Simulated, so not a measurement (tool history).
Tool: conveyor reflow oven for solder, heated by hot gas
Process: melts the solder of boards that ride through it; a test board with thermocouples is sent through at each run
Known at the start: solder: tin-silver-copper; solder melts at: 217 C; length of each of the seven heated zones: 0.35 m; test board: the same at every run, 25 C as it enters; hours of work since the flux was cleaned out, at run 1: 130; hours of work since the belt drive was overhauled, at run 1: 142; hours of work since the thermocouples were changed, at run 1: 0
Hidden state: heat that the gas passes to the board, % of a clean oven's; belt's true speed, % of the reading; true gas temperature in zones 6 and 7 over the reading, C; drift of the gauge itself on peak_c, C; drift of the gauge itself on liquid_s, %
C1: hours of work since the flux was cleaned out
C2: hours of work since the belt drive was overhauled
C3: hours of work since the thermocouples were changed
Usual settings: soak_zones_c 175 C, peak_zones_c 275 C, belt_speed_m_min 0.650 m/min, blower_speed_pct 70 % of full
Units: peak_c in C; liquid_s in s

run 1 hour=0.0 | soak_zones_c=175 peak_zones_c=275 belt_speed_m_min=0.650 blower_speed_pct=70 | C1=130 C2=142 C3=0 | peak_c=257.4 liquid_s=51.2
run 2 hour=9.0 | soak_zones_c=175 peak_zones_c=275 belt_speed_m_min=0.650 blower_speed_pct=70 | C1=136 C2=148 C3=7 | peak_c=257.2 liquid_s=51.8
run 3 hour=13.0 | soak_zones_c=175 peak_zones_c=275 belt_speed_m_min=0.650 blower_speed_pct=70 | C1=139 C2=151 C3=9 | peak_c=258.3 liquid_s=51.1
run 4 hour=22.4 | soak_zones_c=187 peak_zones_c=275 belt_speed_m_min=0.650 blower_speed_pct=70 | C1=146 C2=158 C3=16 | peak_c=259.1 liquid_s=56.8
run 5 hour=27.6 | soak_zones_c=162 peak_zones_c=275 belt_speed_m_min=0.650 blower_speed_pct=70 | C1=150 C2=162 C3=20 | peak_c=254.7 liquid_s=46.2
run 6 hour=36.1 | soak_zones_c=162 peak_zones_c=275 belt_speed_m_min=0.650 blower_speed_pct=70 | C1=156 C2=168 C3=26 | peak_c=254.7 liquid_s=46.6
run 7 hour=44.2 | soak_zones_c=175 peak_zones_c=286 belt_speed_m_min=0.650 blower_speed_pct=70 | C1=162 C2=174 C3=32 | peak_c=266.5 liquid_s=56.1
run 8 hour=54.2 | soak_zones_c=180 peak_zones_c=275 belt_speed_m_min=0.650 blower_speed_pct=70 | C1=169 C2=181 C3=39 | peak_c=258.2 liquid_s=53.4
run 9 hour=63.3 | soak_zones_c=180 peak_zones_c=275 belt_speed_m_min=0.650 blower_speed_pct=70 | C1=176 C2=188 C3=46 | peak_c=258.0 liquid_s=52.6
run 10 hour=69.6 | soak_zones_c=175 peak_zones_c=275 belt_speed_m_min=0.650 blower_speed_pct=70 | C1=180 C2=192 C3=51 | peak_c=256.6 liquid_s=51.5
run 11 hour=77.3 | soak_zones_c=190 peak_zones_c=275 belt_speed_m_min=0.650 blower_speed_pct=70 | C1=186 C2=198 C3=56 | peak_c=259.0 liquid_s=57.0
run 12 hour=84.8 | soak_zones_c=190 peak_zones_c=275 belt_speed_m_min=0.650 blower_speed_pct=70 | C1=191 C2=203 C3=62 | peak_c=260.4 liquid_s=57.4
run 13 hour=94.3 | soak_zones_c=190 peak_zones_c=275 belt_speed_m_min=0.650 blower_speed_pct=70 | C1=198 C2=210 C3=69 | peak_c=259.2 liquid_s=57.0
run 14 hour=99.1 | soak_zones_c=175 peak_zones_c=275 belt_speed_m_min=0.529 blower_speed_pct=70 | C1=202 C2=214 C3=72 | peak_c=262.4 liquid_s=67.9
run 15 hour=109.1 | soak_zones_c=175 peak_zones_c=275 belt_speed_m_min=0.529 blower_speed_pct=70 | C1=209 C2=221 C3=79 | peak_c=262.4 liquid_s=67.8
run 16 hour=116.4 | soak_zones_c=183 peak_zones_c=275 belt_speed_m_min=0.650 blower_speed_pct=70 | C1=214 C2=226 C3=85 | peak_c=257.3 liquid_s=53.6
run 17 hour=120.8 | soak_zones_c=172 peak_zones_c=276 belt_speed_m_min=0.669 blower_speed_pct=67 | C1=217 C2=229 C3=88 | peak_c=255.8 liquid_s=47.4
run 18 hour=128.1 | soak_zones_c=175 peak_zones_c=268 belt_speed_m_min=0.650 blower_speed_pct=70 | C1=223 C2=235 C3=93 | peak_c=250.6 liquid_s=46.5
-- hour=132.8 belt drive overhauled, speed set with a stopwatch
run 19 hour=139.5 | soak_zones_c=167 peak_zones_c=274 belt_speed_m_min=0.552 blower_speed_pct=77 | C1=228 C2=5 C3=98 | peak_c=260.7 liquid_s=60.6
run 20 hour=147.8 | soak_zones_c=172 peak_zones_c=275 belt_speed_m_min=0.604 blower_speed_pct=70 | C1=234 C2=11 C3=105 | peak_c=258.0 liquid_s=55.0
run 21 hour=153.0 | soak_zones_c=175 peak_zones_c=284 belt_speed_m_min=0.650 blower_speed_pct=69 | C1=238 C2=15 C3=108 | peak_c=263.3 liquid_s=53.9
run 22 hour=157.3 | soak_zones_c=175 peak_zones_c=284 belt_speed_m_min=0.650 blower_speed_pct=69 | C1=241 C2=18 C3=111 | peak_c=263.6 liquid_s=54.4
-- hour=165.6 belt drive overhauled, speed set with a stopwatch, once more
run 23 hour=167.5 | soak_zones_c=175 peak_zones_c=284 belt_speed_m_min=0.650 blower_speed_pct=69 | C1=245 C2=1 C3=116 | peak_c=263.8 liquid_s=53.9
run 24 hour=173.6 | soak_zones_c=175 peak_zones_c=284 belt_speed_m_min=0.650 blower_speed_pct=69 | C1=250 C2=6 C3=120 | peak_c=264.1 liquid_s=54.5
run 25 hour=181.4 | soak_zones_c=175 peak_zones_c=272 belt_speed_m_min=0.533 blower_speed_pct=69 | C1=256 C2=11 C3=126 | peak_c=259.3 liquid_s=64.7
run 26 hour=190.1 | soak_zones_c=171 peak_zones_c=289 belt_speed_m_min=0.763 blower_speed_pct=69 | C1=262 C2=18 C3=132 | peak_c=259.6 liquid_s=42.8
run 27 hour=196.0 | soak_zones_c=166 peak_zones_c=289 belt_speed_m_min=0.763 blower_speed_pct=69 | C1=266 C2=22 C3=137 | peak_c=258.2 liquid_s=41.1
run 28 hour=205.2 | soak_zones_c=166 peak_zones_c=289 belt_speed_m_min=0.763 blower_speed_pct=69 | C1=273 C2=29 C3=143 | peak_c=257.9 liquid_s=40.4
run 29 hour=213.4 | soak_zones_c=166 peak_zones_c=289 belt_speed_m_min=0.763 blower_speed_pct=69 | C1=279 C2=35 C3=149 | peak_c=258.8 liquid_s=41.2
run 30 hour=221.3 | soak_zones_c=175 peak_zones_c=276 belt_speed_m_min=0.650 blower_speed_pct=63 | C1=285 C2=40 C3=155 | peak_c=255.3 liquid_s=49.3

Forecast each of these 5 alternatives for the next run:
run A hour=230.2 | soak_zones_c=186 peak_zones_c=282 belt_speed_m_min=0.575 blower_speed_pct=70 | C1=291 C2=47 C3=161 | peak_c=? liquid_s=?
run B hour=230.2 | soak_zones_c=188 peak_zones_c=281 belt_speed_m_min=0.650 blower_speed_pct=63 | C1=291 C2=47 C3=161 | peak_c=? liquid_s=?
run C hour=230.2 | soak_zones_c=160 peak_zones_c=282 belt_speed_m_min=0.650 blower_speed_pct=68 | C1=291 C2=47 C3=161 | peak_c=? liquid_s=?
run D hour=230.2 | soak_zones_c=175 peak_zones_c=273 belt_speed_m_min=0.650 blower_speed_pct=70 | C1=291 C2=47 C3=161 | peak_c=? liquid_s=?
run E hour=230.2 | soak_zones_c=175 peak_zones_c=276 belt_speed_m_min=0.605 blower_speed_pct=63 | C1=291 C2=47 C3=161 | peak_c=? liquid_s=?

run=A peak_c=267.3 liquid_s=67.1
run=B peak_c=262.8 liquid_s=57.0
run=C peak_c=258.3 liquid_s=47.7
run=D peak_c=253.7 liquid_s=49.3
run=E peak_c=257.7 liquid_s=55.5
Without the tool's hidden state the same runs would have given:
run=A peak_c=270.2 liquid_s=68.2
run=B peak_c=266.0 liquid_s=58.5
run=C peak_c=262.3 liquid_s=50.2
run=D peak_c=257.1 liquid_s=51.7
run=E peak_c=260.9 liquid_s=57.6

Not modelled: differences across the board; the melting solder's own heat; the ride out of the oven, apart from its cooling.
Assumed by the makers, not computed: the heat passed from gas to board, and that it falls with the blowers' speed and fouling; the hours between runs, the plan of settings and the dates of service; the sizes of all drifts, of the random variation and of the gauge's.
